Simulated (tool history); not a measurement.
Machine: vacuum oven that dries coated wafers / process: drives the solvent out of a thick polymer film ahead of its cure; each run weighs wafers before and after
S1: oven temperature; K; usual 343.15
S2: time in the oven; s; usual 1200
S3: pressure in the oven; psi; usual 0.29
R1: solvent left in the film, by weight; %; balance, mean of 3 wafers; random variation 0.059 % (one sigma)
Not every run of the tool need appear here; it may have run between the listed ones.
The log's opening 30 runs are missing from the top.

| run | hour | S1 | S2 | S3 | R1 |
|---|---|---|---|---|---|
| 31 | 959.1 | 343.15 | 960 | 0.29 | 3.89 |
| 32 | 999.6 | 343.15 | 1980 | 0.273 | 2.41 |
| 33 | 1036.8 | 335.15 | 780 | 0.249 | 7.49 |
| 34 | 1079.5 | 328.15 | 780 | 0.252 | 10.06 |
| 35 | 1105.8 | 331.15 | 600 | 0.392 | 10.99 |
| 36 | 1126 | 331.15 | 600 | 0.392 | 11.14 |
| 37 | 1149.2 | 341.15 | 1200 | 0.146 | 2.94 |
| 38 | 1168.1 | 341.15 | 1200 | 0.146 | 2.98 |
| 39 | 1195.3 | 341.15 | 1200 | 0.146 | 3.05 |
| 40 | 1234.7 | 343.15 | 2100 | 0.352 | 3.33 |
| 41 | 1256.3 | 343.15 | 1200 | 0.445 | 4.78 |
| 42 | 1274.8 | 343.15 | 1260 | 0.29 | 3.37 |
| 43 | 1309.3 | 343.15 | 1260 | 0.29 | 3.5 |
| 44 | 1344.4 | 343.15 | 1260 | 0.29 | 3.55 |
| 45 | 1381.5 | 343.15 | 1560 | 0.29 | 3.19 |
| 46 | 1421.3 | 343.15 | 1740 | 0.466 | 4.39 |
| 47 | 1458.1 | 353.15 | 1140 | 0.318 | 2.06 |
| 48 | 1488.1 | 353.15 | 1140 | 0.226 | 1.51 |

3 ways to go on from here, each from the tool as it stands after run 48. What would each give?
| A | 1508.7 | 353.15 | 1860 | 0.226 | ? |
| B | 1508.7 | 337.15 | 840 | 0.226 | ? |
| C | 1508.7 | 330.15 | 1140 | 0.226 | ? |

| run | R1 |
|---|---|
| A | 1.44 |
| B | 6.59 |
| C | 8.12 |
With the hidden condition removed and each run's random variation left untouched, the same runs would have given:
| run | R1 |
|---|---|
| A | 1.17 |
| B | 5.71 |
| C | 7.15 |
